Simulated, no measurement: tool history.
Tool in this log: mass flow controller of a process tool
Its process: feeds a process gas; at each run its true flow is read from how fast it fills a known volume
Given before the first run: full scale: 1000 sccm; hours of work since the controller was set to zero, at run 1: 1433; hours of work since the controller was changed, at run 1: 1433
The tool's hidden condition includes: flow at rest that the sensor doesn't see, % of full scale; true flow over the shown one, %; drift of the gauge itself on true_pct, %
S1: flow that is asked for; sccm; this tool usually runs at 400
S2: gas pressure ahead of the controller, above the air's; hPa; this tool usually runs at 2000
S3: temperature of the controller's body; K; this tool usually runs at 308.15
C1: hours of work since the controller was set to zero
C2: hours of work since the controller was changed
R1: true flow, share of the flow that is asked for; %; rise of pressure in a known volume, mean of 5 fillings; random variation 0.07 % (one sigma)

run,hour,S1,S2,S3,C1,C2,R1
1,0,400,2000,308.15,1433,1433,99.1
2,260.3,400,2000,308.15,1577,1577,98.98
3,449.2,400,2000,308.15,1682,1682,98.99
4,666.7,400,2000,308.15,1803,1803,99.16
5,908.1,290,2000,308.15,1936,1936,98.7
6,1022.2,400,1880,308.15,2000,2000,99.07
7,1189.6,400,1880,308.15,2092,2092,99.05
8,1311.3,400,2470,307.15,2160,2160,98.88
9,1449.1,400,2470,307.15,2236,2236,98.83
10,1694.3,612,2000,300.15,2372,2372,99.09
11,1861.2,612,2000,300.15,2464,2464,99.02
12,2054.3,660,2200,308.15,2571,2571,99.6
13,2228.8,400,2770,295.15,2668,2668,98.12

Branching from run 13: 3 alternative next runs. What would each branch give?
A,2395.9,400,2370,296.15,2761,2761,?
B,2395.9,400,2000,302.15,2761,2761,?
C,2395.9,400,1470,308.15,2761,2761,?

run,R1
A,98.32
B,98.61
C,99.14
Without the tool's hidden state the same runs would have given:
run,R1
A,98.32
B,98.61
C,99.15
